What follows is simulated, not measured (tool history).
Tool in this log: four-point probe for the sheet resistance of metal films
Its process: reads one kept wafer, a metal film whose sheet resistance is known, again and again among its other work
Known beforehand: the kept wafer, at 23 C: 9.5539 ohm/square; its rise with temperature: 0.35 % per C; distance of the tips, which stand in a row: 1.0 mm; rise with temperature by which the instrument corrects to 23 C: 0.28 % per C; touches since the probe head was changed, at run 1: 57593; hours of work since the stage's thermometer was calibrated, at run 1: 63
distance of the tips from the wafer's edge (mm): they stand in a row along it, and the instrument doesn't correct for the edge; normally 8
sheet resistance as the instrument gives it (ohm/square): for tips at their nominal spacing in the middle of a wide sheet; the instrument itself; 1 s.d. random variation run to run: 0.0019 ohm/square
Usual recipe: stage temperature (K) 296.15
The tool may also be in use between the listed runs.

run,hour,stage temperature (K),distance of the tips from the wafer's edge (mm),touches since the probe head was changed,hours of work since the stage's thermometer was calibrated,sheet resistance as the instrument gives it (ohm/square)
1,0.0,296.15,8,57593,63,9.520386
2,13.5,293.15,8,57997,69,9.496960
3,26.4,292.15,8,58380,75,9.494465
4,44.9,292.15,8,58935,84,9.488230
5,55.6,292.15,8,59253,88,9.490096
6,75.5,296.15,8,59847,98,9.514221
7,90.3,296.15,8,60288,105,9.515281
8,100.1,296.15,8,60583,109,9.510770
9,121.7,296.15,8,61226,119,9.516741
10,139.9,296.15,8,61769,127,9.512618
11,156.9,296.15,8,62278,135,9.510242
12,173.6,296.15,8,62777,143,9.508855
13,190.9,293.15,7,63291,151,9.515054
14,208.8,293.15,7,63828,159,9.513622
# hour 211.1: stage's thermometer calibrated
15,221.8,305.15,34,64200,5,9.493754
16,236.5,307.15,4,64637,12,9.808971
17,254.6,294.15,54,65180,20,9.415426
18,267.5,294.15,54,65564,26,9.413930
19,281.6,304.15,25,65983,33,9.484084
20,300.5,294.15,4,66549,41,9.718485
21,314.0,294.15,4,66953,48,9.717290

Alternative continuations, all from the tool just after run 21; predict every row:
# hour 315.9: stage's thermometer calibrated, once more
A,334.9,302.15,11,67559,9,?
# hour 315.9: stage's thermometer calibrated, once more
B,334.9,308.15,4,67559,9,?
# hour 315.9: stage's thermometer calibrated, once more
C,334.9,295.15,26,67559,9,?
# hour 315.9: stage's thermometer calibrated, once more
D,334.9,296.15,10,67559,9,?
# hour 315.9: stage's thermometer calibrated, once more
E,334.9,301.15,51,67559,9,?

run,sheet resistance as the instrument gives it (ohm/square)
A,9.507939
B,9.816648
C,9.431282
D,9.480945
E,9.468146
The same runs, with their run-to-run variation unchanged, on a tool lacking any hidden condition would have given:
run,sheet resistance as the instrument gives it (ohm/square)
A,9.632233
B,9.944752
C,9.554525
D,9.604804
E,9.591949
